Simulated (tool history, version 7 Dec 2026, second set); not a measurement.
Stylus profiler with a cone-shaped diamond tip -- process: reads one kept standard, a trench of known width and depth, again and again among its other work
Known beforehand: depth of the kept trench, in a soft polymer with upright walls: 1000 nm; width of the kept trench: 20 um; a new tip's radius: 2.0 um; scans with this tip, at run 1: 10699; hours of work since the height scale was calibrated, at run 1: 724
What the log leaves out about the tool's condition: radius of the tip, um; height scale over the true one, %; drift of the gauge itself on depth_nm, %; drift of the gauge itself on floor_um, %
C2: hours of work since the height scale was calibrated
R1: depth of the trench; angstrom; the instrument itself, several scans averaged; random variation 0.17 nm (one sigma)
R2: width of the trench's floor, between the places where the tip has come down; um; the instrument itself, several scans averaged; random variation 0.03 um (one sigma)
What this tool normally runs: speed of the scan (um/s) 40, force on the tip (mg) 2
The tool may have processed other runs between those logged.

run 1 hour=0 | speed_of_the_scan_(um/s)=40 force_on_the_tip_(mg)=2 | scans_with_this_tip=10699 C2=724 | R1=10111.6 R2=16.22
run 2 hour=131.5 | speed_of_the_scan_(um/s)=40 force_on_the_tip_(mg)=2 | scans_with_this_tip=11719 C2=793 | R1=10109.4 R2=16.26
run 3 hour=198.9 | speed_of_the_scan_(um/s)=40 force_on_the_tip_(mg)=2 | scans_with_this_tip=12242 C2=828 | R1=10109.2 R2=16.3
run 4 hour=314.6 | speed_of_the_scan_(um/s)=40 force_on_the_tip_(mg)=2 | scans_with_this_tip=13140 C2=889 | R1=10108.7 R2=16.26
run 5 hour=393.8 | speed_of_the_scan_(um/s)=40 force_on_the_tip_(mg)=2 | scans_with_this_tip=13754 C2=931 | R1=10109.6 R2=16.25
run 6 hour=531.9 | speed_of_the_scan_(um/s)=40 force_on_the_tip_(mg)=2 | scans_with_this_tip=14826 C2=1003 | R1=10108.5 R2=16.29
-- hour=595 height scale calibrated on a step standard
run 7 hour=632.3 | speed_of_the_scan_(um/s)=40 force_on_the_tip_(mg)=2 | scans_with_this_tip=15601 C2=20 | R1=10108.7 R2=16.19
run 8 hour=733.5 | speed_of_the_scan_(um/s)=40 force_on_the_tip_(mg)=2 | scans_with_this_tip=16386 C2=73 | R1=10109.4 R2=16.24
run 9 hour=859.5 | speed_of_the_scan_(um/s)=40 force_on_the_tip_(mg)=2 | scans_with_this_tip=17364 C2=139 | R1=10109.9 R2=16.22
run 10 hour=989.7 | speed_of_the_scan_(um/s)=13 force_on_the_tip_(mg)=2 | scans_with_this_tip=18374 C2=207 | R1=10111.9 R2=16.51
run 11 hour=1065.1 | speed_of_the_scan_(um/s)=13 force_on_the_tip_(mg)=2 | scans_with_this_tip=18959 C2=247 | R1=10106.7 R2=16.45
run 12 hour=1122.5 | speed_of_the_scan_(um/s)=13 force_on_the_tip_(mg)=2 | scans_with_this_tip=19404 C2=277 | R1=10107.7 R2=16.38
run 13 hour=1234.4 | speed_of_the_scan_(um/s)=13 force_on_the_tip_(mg)=2 | scans_with_this_tip=20273 C2=336 | R1=10111.2 R2=16.35
run 14 hour=1364.3 | speed_of_the_scan_(um/s)=13 force_on_the_tip_(mg)=2 | scans_with_this_tip=21280 C2=404 | R1=10109.8 R2=16.38
run 15 hour=1495.8 | speed_of_the_scan_(um/s)=58 force_on_the_tip_(mg)=1.91 | scans_with_this_tip=22300 C2=473 | R1=10102.3 R2=16.11
run 16 hour=1625.6 | speed_of_the_scan_(um/s)=58 force_on_the_tip_(mg)=1.91 | scans_with_this_tip=23307 C2=541 | R1=10105.9 R2=16.14
run 17 hour=1702.6 | speed_of_the_scan_(um/s)=106 force_on_the_tip_(mg)=1.91 | scans_with_this_tip=23905 C2=582 | R1=10107.1 R2=15.78
-- hour=1805.7 new tip fitted, height scale calibrated
run 18 hour=1805.7 | speed_of_the_scan_(um/s)=135 force_on_the_tip_(mg)=0.96 | scans_with_this_tip=0 C2=0 | R1=10067.1 R2=15.21
run 19 hour=1927.8 | speed_of_the_scan_(um/s)=17 force_on_the_tip_(mg)=1.55 | scans_with_this_tip=948 C2=64 | R1=10093.1 R2=16.43
run 20 hour=2063.2 | speed_of_the_scan_(um/s)=17 force_on_the_tip_(mg)=1.55 | scans_with_this_tip=1998 C2=135 | R1=10089.6 R2=16.44
run 21 hour=2139.8 | speed_of_the_scan_(um/s)=20 force_on_the_tip_(mg)=1.42 | scans_with_this_tip=2593 C2=175 | R1=10088.4 R2=16.4
run 22 hour=2264.8 | speed_of_the_scan_(um/s)=20 force_on_the_tip_(mg)=1.42 | scans_with_this_tip=3562 C2=241 | R1=10087.2 R2=16.35

Here are 4 independent what-if runs from the current tool condition. What would each one return?
run A hour=2369.1 | speed_of_the_scan_(um/s)=49 force_on_the_tip_(mg)=1.5 | scans_with_this_tip=4372 C2=296 | R1=? R2=?
run B hour=2369.1 | speed_of_the_scan_(um/s)=61 force_on_the_tip_(mg)=0.7 | scans_with_this_tip=4372 C2=296 | R1=? R2=?
run C hour=2369.1 | speed_of_the_scan_(um/s)=146 force_on_the_tip_(mg)=3.74 | scans_with_this_tip=4372 C2=296 | R1=? R2=?
run D hour=2369.1 | speed_of_the_scan_(um/s)=53 force_on_the_tip_(mg)=2 | scans_with_this_tip=4372 C2=296 | R1=? R2=?

run=A R1=10092.1 R2=16.15
run=B R1=10052.5 R2=15.83
run=C R1=10169.3 R2=15.82
run=D R1=10109.6 R2=16.14
The same runs, with their run-to-run variation unchanged, on a tool lacking any hidden condition would have given:
run=A R1=10091.9 R2=16.16
run=B R1=10052.4 R2=15.83
run=C R1=10169.1 R2=15.83
run=D R1=10109.5 R2=16.14
